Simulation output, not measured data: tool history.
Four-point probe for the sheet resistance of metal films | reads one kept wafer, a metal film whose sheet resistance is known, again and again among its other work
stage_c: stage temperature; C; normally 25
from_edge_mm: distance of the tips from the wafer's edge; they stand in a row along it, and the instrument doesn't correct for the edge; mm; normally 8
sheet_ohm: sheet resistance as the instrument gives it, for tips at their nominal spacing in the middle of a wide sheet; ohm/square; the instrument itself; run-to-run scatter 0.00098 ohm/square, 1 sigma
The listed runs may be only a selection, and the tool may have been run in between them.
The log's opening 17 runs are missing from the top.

run	hour	stage_c	from_edge_mm	touches since the probe head was changed	hours of work since the stage's thermometer was calibrated	sheet_ohm
18	617.8	18	24	21081	985	4.859929
19	662.6	23	29	21753	1015	4.869514
20	708	26	45	22434	1045	4.871995
21	747	33	31	23017	1071	4.883795
22	780.8	33	31	23524	1094	4.885234
23	817.4	33	31	24073	1118	4.884714
24	847.8	33	31	24529	1138	4.883411
25	884.5	33	31	25078	1163	4.883516
26	934	30	7	25820	1196	4.897853
27	970.5	21	7	26366	1220	4.88439
28	1010.6	33	3	26967	1247	4.998032
29	1048.4	28	3	27533	1272	4.988145
30	1099.3	21	3	28296	1306	4.975164
31	1131.9	21	3	28784	1328	4.974559

Forecast each of these 5 alternatives for the next run:
A	1174.8	20	16	29428	1356	?
B	1174.8	28	21	29428	1356	?
C	1174.8	21	5	29428	1356	?
D	1174.8	22	30	29428	1356	?
E	1174.8	19	27	29428	1356	?

run	sheet_ohm
A	4.863674
B	4.876077
C	4.901494
D	4.862463
E	4.856722
Stripped of hidden state, with their random variation kept, the same runs would have yielded:
run	sheet_ohm
A	4.888693
B	4.90102
C	4.926677
D	4.887441
E	4.881724
